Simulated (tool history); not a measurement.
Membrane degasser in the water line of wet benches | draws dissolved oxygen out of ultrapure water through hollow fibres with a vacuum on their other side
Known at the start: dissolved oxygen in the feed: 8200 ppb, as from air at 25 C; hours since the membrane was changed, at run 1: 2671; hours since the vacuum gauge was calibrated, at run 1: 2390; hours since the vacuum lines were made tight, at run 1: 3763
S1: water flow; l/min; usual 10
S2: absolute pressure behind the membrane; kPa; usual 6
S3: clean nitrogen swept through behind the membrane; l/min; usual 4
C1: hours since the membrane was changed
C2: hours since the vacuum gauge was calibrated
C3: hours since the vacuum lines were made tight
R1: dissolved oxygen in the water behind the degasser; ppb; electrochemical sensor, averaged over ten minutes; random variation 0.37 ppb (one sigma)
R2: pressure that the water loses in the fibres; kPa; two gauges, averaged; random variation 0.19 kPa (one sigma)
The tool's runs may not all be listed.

run    hour  S1     S2    S3    C1    C2    C3    R1     R2
  1       0  10      6     4  2671  2390  3763  20.5  38.36
  2      95  10      6     4  2766  2485  3858  21.5  38.63
  3   241.6  10      6     4  2912  2632  4004  21.2  38.44
  4   405.1  10      6     4  3076  2795  4168  21.1  38.74
  5   499.1  10      6     4  3170  2889  4262  21.3  38.56
  6   647.3  10      6  5.15  3318  3037  4410  17.6  38.65
  7   748.7  10      6  5.15  3419  3139  4511  17.2  38.56
  8   863.3   7      6     4  3534  3253  4626  13.3  26.86
  9     981  10   3.74     4  3652  3371  4744   7.3  38.47
 10  1050.7  10   3.74     4  3722  3441  4814   7.3  38.49
 11  1197.7  10   3.74     4  3868  3588  4960   7.4  38.39
 12  1332.7  10  12.95     4  4004  3723  5096  62.4  38.74
 13  1460.3   8      6     4  4131  3850  5223  15.1  30.66
 14  1531.9   8      6     4  4203  3922  5295  15.9   30.7
 15  1661.2   8      6     4  4332  4051  5424  15.7  30.92
 16  1774.9  10      6     4  4446  4165  5538  21.6  38.43
 17  1923.9  13      6     4  4595  4314  5687  32.3  49.89
     2002.2  -- vacuum gauge calibrated
 18  2079.8  12   4.31  6.17  4750    78  5842  12.1  46.15
 19  2175.8  10      6  6.76  4846   174  5938  14.3  38.75
     2321.7  -- seals of the vacuum lines changed
 20  2339.5  11    5.1  4.68  5008   335    18  17.1  42.52

The next listed run, before its measurement:
 21  2437.1  11  5.1  4.68  5105  433  115   ?   ?

Run 21 gave R1 16.8 ppb, R2 42.42 kPa.
Without the tool's hidden state the same run would have given R1 16.8 ppb, R2 42.38 kPa.
